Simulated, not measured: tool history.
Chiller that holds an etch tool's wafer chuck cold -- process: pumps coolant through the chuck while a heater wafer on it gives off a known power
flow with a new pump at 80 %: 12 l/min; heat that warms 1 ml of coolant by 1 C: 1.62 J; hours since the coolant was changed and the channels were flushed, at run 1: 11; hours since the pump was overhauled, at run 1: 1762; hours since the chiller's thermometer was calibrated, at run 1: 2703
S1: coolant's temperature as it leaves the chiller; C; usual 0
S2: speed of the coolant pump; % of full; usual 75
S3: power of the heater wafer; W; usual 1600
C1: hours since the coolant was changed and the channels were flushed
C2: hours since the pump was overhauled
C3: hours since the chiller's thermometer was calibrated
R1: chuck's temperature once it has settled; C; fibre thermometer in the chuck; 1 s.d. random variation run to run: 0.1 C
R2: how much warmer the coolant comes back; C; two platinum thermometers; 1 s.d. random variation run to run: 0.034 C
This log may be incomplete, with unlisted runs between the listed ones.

| run | hour | S1 | S2 | S3 | C1 | C2 | C3 | R1 | R2 |
|---|---|---|---|---|---|---|---|---|---|
| 1 | 0.0 | 0 | 75 | 1600 | 11 | 1762 | 2703 | 13.7 | 5.61 |
| 2 | 50.6 | 7 | 75 | 1600 | 61 | 1813 | 2754 | 20.7 | 5.63 |
| 3 | 105.8 | 0 | 75 | 1600 | 116 | 1868 | 2809 | 13.8 | 5.64 |
| 4 | 153.9 | 0 | 75 | 1600 | 165 | 1916 | 2857 | 13.8 | 5.62 |
| 5 | 224.5 | 0 | 75 | 1600 | 235 | 1987 | 2928 | 14.0 | 5.72 |
| 6 | 314.0 | 0 | 75 | 1600 | 325 | 2076 | 3017 | 13.9 | 5.64 |
| 7 | 414.7 | 0 | 75 | 1600 | 425 | 2177 | 3118 | 14.1 | 5.68 |
|  | 426.5 | coolant pump overhauled |
| 8 | 469.1 | 0 | 90 | 1600 | 475 | 43 | 3167 | 12.2 | 4.78 |
| 9 | 581.1 | 0 | 90 | 1600 | 587 | 155 | 3279 | 12.0 | 4.88 |
| 10 | 649.5 | 0 | 90 | 1600 | 655 | 223 | 3348 | 12.2 | 4.80 |
| 11 | 709.5 | 0 | 75 | 1004 | 715 | 283 | 3408 | 8.6 | 3.70 |
| 12 | 778.3 | 0 | 67 | 1004 | 784 | 352 | 3477 | 9.3 | 4.20 |
| 13 | 845.4 | -6 | 63 | 1018 | 851 | 419 | 3544 | 4.2 | 4.61 |
|  | 873.5 | coolant pump overhauled, once more |
| 14 | 915.8 | 1 | 86 | 1600 | 916 | 42 | 3609 | 12.5 | 4.66 |
| 15 | 1023.2 | 1 | 86 | 1600 | 1024 | 150 | 3717 | 12.7 | 4.63 |
| 16 | 1078.2 | 0 | 86 | 1600 | 1079 | 205 | 3772 | 11.6 | 4.65 |
| 17 | 1189.1 | 0 | 73 | 1956 | 1190 | 316 | 3882 | 16.9 | 6.80 |
| 18 | 1254.1 | 0 | 73 | 1956 | 1255 | 381 | 3947 | 17.1 | 6.79 |
| 19 | 1301.0 | 6 | 75 | 1439 | 1302 | 428 | 3994 | 17.9 | 4.86 |
| 20 | 1394.8 | 5 | 82 | 2165 | 1395 | 521 | 4088 | 22.2 | 6.67 |
| 21 | 1479.6 | 5 | 82 | 2165 | 1480 | 606 | 4173 | 22.1 | 6.67 |

Predict each of these 5 candidate next runs independently; none follows another, all start after run 21:
| A | 1533.2 | 4 | 79 | 1600 | 1534 | 660 | 4227 | ? | ? |
| B | 1533.2 | 0 | 82 | 2305 | 1534 | 660 | 4227 | ? | ? |
| C | 1533.2 | 1 | 75 | 1447 | 1534 | 660 | 4227 | ? | ? |
| D | 1533.2 | 4 | 88 | 1290 | 1534 | 660 | 4227 | ? | ? |
| E | 1533.2 | -3 | 87 | 1773 | 1534 | 660 | 4227 | ? | ? |

| run | R1 | R2 |
|---|---|---|
| A | 16.5 | 5.15 |
| B | 18.4 | 7.09 |
| C | 12.9 | 4.92 |
| D | 13.1 | 3.67 |
| E | 10.0 | 5.18 |
What these runs would have given with no unlogged condition in the tool:
| run | R1 | R2 |
|---|---|---|
| A | 17.0 | 5.03 |
| B | 18.6 | 6.92 |
| C | 13.5 | 4.80 |
| D | 13.8 | 3.58 |
| E | 10.4 | 5.06 |
